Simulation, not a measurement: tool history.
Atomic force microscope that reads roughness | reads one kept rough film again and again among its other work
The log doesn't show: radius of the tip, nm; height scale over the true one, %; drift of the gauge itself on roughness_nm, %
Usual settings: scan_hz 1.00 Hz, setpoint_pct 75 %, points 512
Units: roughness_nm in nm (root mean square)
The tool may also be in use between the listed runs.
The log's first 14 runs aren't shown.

run	hour	scan_hz	setpoint_pct	points	pictures with this tip	hours of work since the height scale was calibrated	roughness_nm
# hour 258.8: height scale calibrated on a step standard
15	276.9	1.00	75	466	31	7	1.382
16	300.5	1.00	75	466	62	17	1.311
# hour 306.0: new tip fitted
17	323.4	1.00	75	466	22	26	1.398
18	349.1	3.05	75	512	55	36	1.272
# hour 360.1: new tip fitted
19	374.3	3.05	75	512	18	46	1.371
# hour 378.2: height scale calibrated on a step standard, once more
20	396.2	3.05	75	512	45	7	1.311
21	411.4	2.82	56	982	64	13	1.327
# hour 416.9: new tip fitted
22	425.3	2.82	56	649	10	19	1.467
23	438.0	2.82	63	809	27	24	1.417
24	457.0	2.82	57	968	51	31	1.363
# hour 470.7: new tip fitted
25	474.2	1.49	90	440	4	38	1.415
26	494.1	1.49	90	440	30	46	1.343
27	520.2	1.49	90	440	63	56	1.255
# hour 525.8: new tip fitted
28	541.0	0.76	85	454	19	65	1.414
29	569.6	0.76	85	454	56	76	1.321
# hour 581.5: new tip fitted
30	585.6	0.76	68	423	6	82	1.485
31	608.0	0.76	71	640	34	91	1.408
# hour 634.8: new tip fitted
32	635.1	3.92	77	512	0	102	1.372
33	659.6	1.00	58	509	32	112	1.406
34	675.8	1.53	82	471	53	118	1.305
# hour 689.3: new tip fitted
35	704.6	1.26	75	455	20	130	1.414
36	718.8	2.07	71	284	38	135	1.327
37	737.3	2.07	71	284	62	143	1.269

4 ways to go on from here, each from the tool as it stands after run 37. What would each give?
# hour 742.6: new tip fitted
A	751.8	0.62	84	732	12	148	?
# hour 742.6: new tip fitted
B	751.8	1.08	74	284	12	148	?
# hour 742.6: new tip fitted
C	751.8	2.07	71	467	12	148	?
# hour 742.6: new tip fitted
D	751.8	1.22	59	773	12	148	?

run	roughness_nm
A	1.456
B	1.414
C	1.429
D	1.479
Without the tool's hidden state the same runs would have given:
run	roughness_nm
A	1.497
B	1.455
C	1.470
D	1.521
